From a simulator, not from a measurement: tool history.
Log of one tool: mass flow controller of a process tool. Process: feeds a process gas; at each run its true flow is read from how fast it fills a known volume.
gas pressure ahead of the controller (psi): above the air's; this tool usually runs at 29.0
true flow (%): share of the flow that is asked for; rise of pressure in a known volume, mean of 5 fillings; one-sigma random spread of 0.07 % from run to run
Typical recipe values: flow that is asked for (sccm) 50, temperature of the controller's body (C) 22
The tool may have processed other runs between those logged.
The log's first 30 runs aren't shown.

| run | day | flow that is asked for (sccm) | gas pressure ahead of the controller (psi) | temperature of the controller's body (C) | true flow (%) |
|---|---|---|---|---|---|
| 31 | 297.500 | 15 | 29.2 | 38 | 99.31 |
| 32 | 308.929 | 52 | 24.4 | 31 | 99.48 |
| 33 | 321.558 | 52 | 24.4 | 31 | 99.57 |
| 34 | 330.188 | 31 | 31.8 | 25 | 98.43 |
| 35 | 341.233 | 31 | 31.8 | 21 | 98.13 |
| 36 | 353.642 | 26 | 26.1 | 39 | 99.44 |
| 37 | 361.908 | 11 | 26.7 | 34 | 98.98 |
| 38 | 371.908 | 11 | 26.7 | 34 | 98.80 |
| 39 | 380.208 | 60 | 40.3 | 22 | 98.50 |
| 40 | 391.596 | 17 | 24.5 | 22 | 98.09 |
| 41 | 397.567 | 34 | 38.3 | 23 | 98.12 |
| 42 | 407.462 | 47 | 30.7 | 34 | 99.47 |

What if the next run were any one of these 3? Each begins from the tool's condition after run 42:
| A | 418.192 | 50 | 34.8 | 24 | ? |
| B | 418.192 | 50 | 26.1 | 29 | ? |
| C | 418.192 | 43 | 30.7 | 30 | ? |

| run | true flow (%) |
|---|---|
| A | 98.63 |
| B | 99.34 |
| C | 99.10 |
What these runs would have given with no unlogged condition in the tool:
| run | true flow (%) |
|---|---|
| A | 98.62 |
| B | 99.34 |
| C | 99.09 |
